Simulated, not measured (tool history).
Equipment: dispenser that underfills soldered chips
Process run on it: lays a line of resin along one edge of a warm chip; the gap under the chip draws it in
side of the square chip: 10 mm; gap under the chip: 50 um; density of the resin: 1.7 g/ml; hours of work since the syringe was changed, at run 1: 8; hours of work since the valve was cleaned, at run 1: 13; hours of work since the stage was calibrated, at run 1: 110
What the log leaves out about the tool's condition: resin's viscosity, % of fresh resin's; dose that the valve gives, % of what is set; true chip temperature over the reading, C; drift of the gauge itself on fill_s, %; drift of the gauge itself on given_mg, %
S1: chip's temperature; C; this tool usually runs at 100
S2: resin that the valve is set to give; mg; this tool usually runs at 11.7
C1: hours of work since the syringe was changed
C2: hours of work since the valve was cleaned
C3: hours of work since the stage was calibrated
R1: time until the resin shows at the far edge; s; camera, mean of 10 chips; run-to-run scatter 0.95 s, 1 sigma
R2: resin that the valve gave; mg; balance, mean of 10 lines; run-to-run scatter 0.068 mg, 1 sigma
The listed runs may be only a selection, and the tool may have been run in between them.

run	day	S1	S2	C1	C2	C3	R1	R2
1	0	100	11.7	8	13	110	148.4	11.5
# day 0.246: new syringe of resin
2	0.288	93	11.7	1	18	115	118.2	11.47
3	0.488	93	11.7	4	21	118	143.6	11.41
4	0.829	93	11.7	9	26	123	202.8	11.33
# day 0.988: new syringe of resin
5	0.988	98	11.7	0	29	125	92.7	11.33
6	1.167	98	11.7	3	31	128	112.8	11.33
7	1.392	100	11.7	6	35	132	133.7	11.25
8	1.571	100	11.7	9	38	134	161	11.14
# day 1.725: new syringe of resin
9	1.725	100	11.7	0	40	137	90.5	11.18
10	1.946	108	11.7	3	43	140	86.9	11.19
11	2.125	108	11.7	6	46	143	105.2	11.04
12	2.425	114	11.7	11	51	148	120.2	11.16
# day 2.467: new syringe of resin
13	2.662	100	11.7	3	55	151	109.7	11.09
14	2.971	100	11.7	8	59	156	153.5	10.99
# day 3.208: new syringe of resin
15	3.225	100	11.7	0	63	160	93.4	11.1
16	3.5	100	11.1	5	67	164	125.9	10.39
17	3.746	100	10.3	8	71	168	166.3	9.59
# day 3.958: new syringe of resin
18	4.062	107	13.4	2	76	173	77.6	12.37
19	4.254	103	13.1	5	79	176	107	12.09
20	4.562	100	13.8	9	84	181	160.5	12.61
# day 4.712: new syringe of resin
21	4.792	102	13.8	1	87	184	88.3	12.6
22	5.079	94	11.7	6	92	189	156.6	10.68
23	5.242	88	12.5	8	94	191	229.6	11.41
# day 5.467: new syringe of resin
24	5.525	88	12.5	1	99	195	141.9	11.32
25	5.808	94	13.6	5	103	200	147.6	12.17
26	6	94	13.6	8	106	203	180.3	12.1
27	6.188	94	13.6	11	109	206	222.3	12.23
# day 6.221: new syringe of resin
28	6.383	94	13.6	3	112	209	123.8	12.11
29	6.533	94	13.6	5	114	211	146.6	12.01

Each run again, without the hidden state but with its own random variation kept:
run	R1	R2
1	89.7	11.68
2	115.5	11.7
3	114.3	11.67
4	113.2	11.65
5	94.8	11.68
6	95.7	11.71
7	90.1	11.67
8	90.2	11.59
9	90.5	11.66
10	68.9	11.71
11	69.4	11.58
12	57.6	11.76
13	89.7	11.73
14	91.5	11.68
15	90.7	11.83
16	91.6	11.14
17	93.1	10.32
18	70.6	13.38
19	79.9	13.11
20	87.3	13.76
21	83.5	13.8
22	108.6	11.75
23	136	12.58
24	136.8	12.54
25	106.5	13.55
26	106.7	13.51
27	108.5	13.7
28	107.6	13.6
29	109.2	13.54

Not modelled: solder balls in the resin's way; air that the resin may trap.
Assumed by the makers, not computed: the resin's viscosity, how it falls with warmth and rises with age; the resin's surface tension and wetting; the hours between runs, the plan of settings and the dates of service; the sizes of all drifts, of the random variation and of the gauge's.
